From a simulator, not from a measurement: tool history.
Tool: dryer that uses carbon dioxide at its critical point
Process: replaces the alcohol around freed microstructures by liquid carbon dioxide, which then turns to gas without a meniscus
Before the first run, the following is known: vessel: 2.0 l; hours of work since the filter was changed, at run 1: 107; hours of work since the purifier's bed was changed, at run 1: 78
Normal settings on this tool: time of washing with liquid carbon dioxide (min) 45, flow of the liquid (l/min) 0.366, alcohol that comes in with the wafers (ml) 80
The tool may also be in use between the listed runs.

run    day  time of washing with liquid carbon dioxide (min)  flow of the liquid (l/min)  alcohol that comes in with the wafers (ml)  hours of work since the filter was changed  hours of work since the purifier's bed was changed  alcohol left in the vessel before it's heated (ppm by volume)
  1  0.000                                                45                       0.366                                          80                                         107                                                  78                                                             40
  2  0.788                                                45                       0.366                                          45                                         115                                                  85                                                             41
  3  1.371                                                45                       0.366                                          47                                         120                                                  91                                                             30
  4  2.154                                                45                       0.366                                          47                                         128                                                  98                                                             46
  5  2.812                                                45                       0.366                                          47                                         134                                                 104                                                             44
  6  3.162                                                45                       0.416                                          47                                         137                                                 107                                                             32
  7  3.721                                                45                       0.366                                          31                                         143                                                 113                                                             39
  8  4.117                                                45                       0.310                                          80                                         146                                                 116                                                            112

What does the tool deliver on the next run?
  9  4.867                                                36                       0.272                                          80                                         153                                                 124                                                              ?

alcohol left in the vessel before it's heated (ppm by volume): 584
Take away the tool's hidden state, keep the run-to-run variation as it was, and the same run would have given alcohol left in the vessel before it's heated (ppm by volume) 463.
